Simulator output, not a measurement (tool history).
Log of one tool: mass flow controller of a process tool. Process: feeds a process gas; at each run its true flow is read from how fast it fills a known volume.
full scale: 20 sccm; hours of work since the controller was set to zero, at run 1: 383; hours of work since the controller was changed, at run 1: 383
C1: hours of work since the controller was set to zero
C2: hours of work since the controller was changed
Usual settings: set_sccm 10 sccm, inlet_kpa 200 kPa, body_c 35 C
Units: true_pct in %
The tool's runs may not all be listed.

Run 1, hour 0.0: usual settings; C1 383; C2 383. Result: true_pct 99.24 %.
Run 2, hour 75.0: usual settings; C1 416; C2 416. Result: true_pct 99.28 %.
Run 3, hour 162.5: usual settings; C1 454; C2 454. Result: true_pct 99.30 %.
Run 4, hour 209.5: usual settings; C1 474; C2 474. Result: true_pct 99.23 %.
Run 5, hour 249.0: usual settings but inlet_kpa 173 kPa; C1 492; C2 492. Result: true_pct 99.53 %.
Run 6, hour 321.6: usual settings but body_c 39 C; C1 524; C2 524. Result: true_pct 99.35 %.
Run 7, hour 394.7: usual settings but body_c 39 C; C1 555; C2 555. Result: true_pct 99.39 %.
Run 8, hour 439.1: usual settings but body_c 39 C; C1 575; C2 575. Result: true_pct 99.39 %.
Run 9, hour 498.4: usual settings; C1 601; C2 601. Result: true_pct 99.45 %.
Run 10, hour 575.5: usual settings; C1 635; C2 635. Result: true_pct 99.20 %.
Run 11, hour 648.5: usual settings but set_sccm 8 sccm; C1 666; C2 666. Result: true_pct 99.15 %.
Run 12, hour 698.9: usual settings but set_sccm 8 sccm; C1 689; C2 689. Result: true_pct 99.09 %.
Run 13, hour 775.2: usual settings but set_sccm 8 sccm; C1 722; C2 722. Result: true_pct 99.04 %.
Run 14, hour 819.4: usual settings but set_sccm 8 sccm; C1 741; C2 741. Result: true_pct 99.12 %.
Run 15, hour 867.6: usual settings but set_sccm 13 sccm; C1 762; C2 762. Result: true_pct 99.41 %.
Run 16, hour 928.7: usual settings but set_sccm 13 sccm; C1 789; C2 789. Result: true_pct 99.43 %.
Run 17, hour 1006.8: usual settings; C1 823; C2 823. Result: true_pct 99.28 %.
Run 18, hour 1062.2: usual settings; C1 847; C2 847. Result: true_pct 99.15 %.
Run 19, hour 1113.0: usual settings but inlet_kpa 186 kPa; C1 870; C2 870. Result: true_pct 99.39 %.
Run 20, hour 1152.0: usual settings; C1 887; C2 887. Result: true_pct 99.28 %.
Run 21, hour 1225.6: usual settings but body_c 39 C; C1 919; C2 919. Result: true_pct 99.32 %.
Run 22, hour 1272.5: usual settings but body_c 39 C; C1 939; C2 939. Result: true_pct 99.28 %.
Run 23, hour 1356.2: usual settings but body_c 39 C; C1 976; C2 976. Result: true_pct 99.39 %.
Run 24, hour 1414.7: usual settings; C1 1002; C2 1002. Result: true_pct 99.15 %.
Run 25, hour 1479.9: usual settings; C1 1030; C2 1030. Result: true_pct 99.18 %.
Run 26, hour 1523.9: usual settings but set_sccm 3 sccm, body_c 22 C; C1 1049; C2 1049. Result: true_pct 99.06 %.
Run 27, hour 1568.2: usual settings but set_sccm 3 sccm, body_c 22 C; C1 1069; C2 1069. Result: true_pct 99.12 %.
Run 28, hour 1648.9: usual settings but set_sccm 3 sccm, body_c 22 C; C1 1104; C2 1104. Result: true_pct 99.19 %.
Run 29, hour 1689.6: usual settings but inlet_kpa 267 kPa, body_c 25 C; C1 1122; C2 1122. Result: true_pct 98.63 %.
Run 30, hour 1779.3: usual settings but set_sccm 2 sccm, inlet_kpa 154 kPa, body_c 24 C; C1 1161; C2 1161. Result: true_pct 100.01 %.
Run 31, hour 1863.6: usual settings but set_sccm 2 sccm, inlet_kpa 154 kPa, body_c 24 C; C1 1198; C2 1198. Result: true_pct 100.02 %.
Run 32, hour 1919.6: usual settings but set_sccm 20 sccm, inlet_kpa 145 kPa; C1 1223; C2 1223. Result: true_pct 100.11 %.
Run 33, hour 1955.9: usual settings but set_sccm 20 sccm, inlet_kpa 145 kPa; C1 1238; C2 1238. Result: true_pct 100.24 %.
Run 34, hour 2006.3: usual settings but set_sccm 13 sccm, inlet_kpa 260 kPa; C1 1260; C2 1260. Result: true_pct 99.11 %.
Run 35, hour 2083.9: usual settings but set_sccm 13 sccm, inlet_kpa 260 kPa; C1 1294; C2 1294. Result: true_pct 99.12 %.
Run 36, hour 2144.7: usual settings but set_sccm 19 sccm, inlet_kpa 192 kPa; C1 1321; C2 1321. Result: true_pct 99.91 %.
Run 37, hour 2186.9: usual settings but set_sccm 4 sccm, inlet_kpa 192 kPa; C1 1339; C2 1339. Result: true_pct 99.21 %.
Run 38, hour 2247.3: usual settings but set_sccm 5 sccm, inlet_kpa 217 kPa, body_c 23 C; C1 1366; C2 1366. Result: true_pct 98.91 %.
Run 39, hour 2284.3: usual settings but set_sccm 5 sccm, inlet_kpa 271 kPa, body_c 23 C; C1 1382; C2 1382. Result: true_pct 98.42 %.
Run 40, hour 2368.0: usual settings but set_sccm 5 sccm, inlet_kpa 271 kPa, body_c 23 C; C1 1419; C2 1419. Result: true_pct 98.46 %.
Run 41, hour 2455.2: usual settings but set_sccm 5 sccm, inlet_kpa 177 kPa, body_c 29 C; C1 1457; C2 1457. Result: true_pct 99.13 %.
Run 42, hour 2524.6: usual settings but set_sccm 5 sccm, inlet_kpa 177 kPa, body_c 29 C; C1 1487; C2 1487. Result: true_pct 99.02 %.
Run 43, hour 2585.3: usual settings but set_sccm 2 sccm, inlet_kpa 217 kPa, body_c 40 C; C1 1514; C2 1514. Result: true_pct 100.27 %.
Run 44, hour 2651.3: usual settings but set_sccm 2 sccm, inlet_kpa 217 kPa, body_c 40 C; C1 1543; C2 1543. Result: true_pct 100.31 %.
Run 45, hour 2722.6: usual settings but set_sccm 2 sccm, inlet_kpa 147 kPa, body_c 23 C; C1 1574; C2 1574. Result: true_pct 100.30 %.
Run 46, hour 2780.7: usual settings but set_sccm 2 sccm, inlet_kpa 147 kPa, body_c 23 C; C1 1599; C2 1599. Result: true_pct 100.33 %.
Run 47, hour 2819.8: usual settings but inlet_kpa 217 kPa, body_c 33 C; C1 1616; C2 1616. Result: true_pct 98.96 %.
Run 48, hour 2898.3: usual settings but set_sccm 3 sccm, inlet_kpa 274 kPa; C1 1651; C2 1651. Result: true_pct 99.19 %.
Run 49, hour 2956.7: usual settings but set_sccm 3 sccm, inlet_kpa 274 kPa, body_c 38 C; C1 1676; C2 1676. Result: true_pct 99.26 %.

Hidden state or all else? Some run-to-run changes of true_pct, split into what the settings, what came in and random variation would give without the hidden state, and what is left for the hidden state (with any gauge scatter that isn't in both results):
The hidden state here: flow at rest that the sensor doesn't see, % of full scale; true flow over the shown one, %; drift of the gauge itself on true_pct, %.
Run 29 -> 30: set_sccm 10 -> 2, inlet_kpa 267 -> 154, body_c 25 -> 24. true_pct +1.38 %: hidden state +1.43, all else -0.05.
Run 31 -> 32: set_sccm 2 -> 20, inlet_kpa 154 -> 145, body_c 24 -> 35. true_pct +0.09 %: hidden state -1.66, all else +1.75.
Run 42 -> 43: set_sccm 5 -> 2, inlet_kpa 177 -> 217, body_c 29 -> 40. true_pct +1.25 %: hidden state +1.30, all else -0.05.
Run 46 -> 47: set_sccm 2 -> 10, inlet_kpa 147 -> 217, body_c 23 -> 33. true_pct -1.37 %: hidden state -1.80, all else +0.43.

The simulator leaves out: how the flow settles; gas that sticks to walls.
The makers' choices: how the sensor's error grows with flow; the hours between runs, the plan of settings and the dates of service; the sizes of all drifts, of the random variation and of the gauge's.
